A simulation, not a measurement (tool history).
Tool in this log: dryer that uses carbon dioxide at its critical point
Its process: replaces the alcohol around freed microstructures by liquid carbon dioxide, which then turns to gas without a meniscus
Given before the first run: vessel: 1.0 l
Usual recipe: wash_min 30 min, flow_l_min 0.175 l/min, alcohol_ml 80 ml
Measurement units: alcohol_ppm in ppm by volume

| run | hour | wash_min | flow_l_min | alcohol_ml | alcohol_ppm |
|---|---|---|---|---|---|
| 1 | 0.0 | 30 | 0.175 | 80 | 813 |
| 2 | 10.5 | 30 | 0.175 | 80 | 816 |
| 3 | 16.0 | 30 | 0.175 | 80 | 831 |
| 4 | 26.3 | 30 | 0.175 | 80 | 812 |
| 5 | 33.1 | 30 | 0.175 | 80 | 807 |
| 6 | 43.3 | 30 | 0.175 | 80 | 836 |
| 7 | 51.0 | 30 | 0.175 | 80 | 848 |
| 8 | 57.7 | 30 | 0.175 | 80 | 832 |
| 9 | 61.9 | 30 | 0.175 | 80 | 839 |
| 10 | 68.1 | 30 | 0.175 | 80 | 841 |
| 11 | 74.8 | 32 | 0.175 | 80 | 647 |
| 12 | 82.8 | 32 | 0.175 | 80 | 655 |
| 13 | 87.3 | 31 | 0.123 | 94 | 3676 |
| 14 | 91.7 | 31 | 0.114 | 94 | 4583 |
| 15 | 97.2 | 31 | 0.155 | 20 | 342 |
| 16 | 105.0 | 31 | 0.155 | 20 | 356 |
| 17 | 113.9 | 40 | 0.112 | 45 | 1058 |
| 18 | 121.7 | 32 | 0.239 | 83 | 142 |
| 19 | 126.6 | 31 | 0.184 | 80 | 630 |
| 20 | 136.0 | 31 | 0.184 | 80 | 626 |
| 21 | 145.2 | 39 | 0.151 | 63 | 436 |
| 22 | 151.4 | 18 | 0.271 | 80 | 1253 |
| 23 | 156.8 | 24 | 0.110 | 25 | 2793 |

4 options for the next run, each taken on its own from the tool as it stands now. Forecast them:
| A | 166.2 | 35 | 0.110 | 25 | ? |
| B | 166.2 | 18 | 0.200 | 61 | ? |
| C | 166.2 | 24 | 0.109 | 25 | ? |
| D | 166.2 | 30 | 0.175 | 31 | ? |

| run | alcohol_ppm |
|---|---|
| A | 1039 |
| B | 2840 |
| C | 2802 |
| D | 387 |
The same runs, with their run-to-run variation unchanged, on a tool lacking any hidden condition would have given:
| run | alcohol_ppm |
|---|---|
| A | 881 |
| B | 2468 |
| C | 2526 |
| D | 298 |
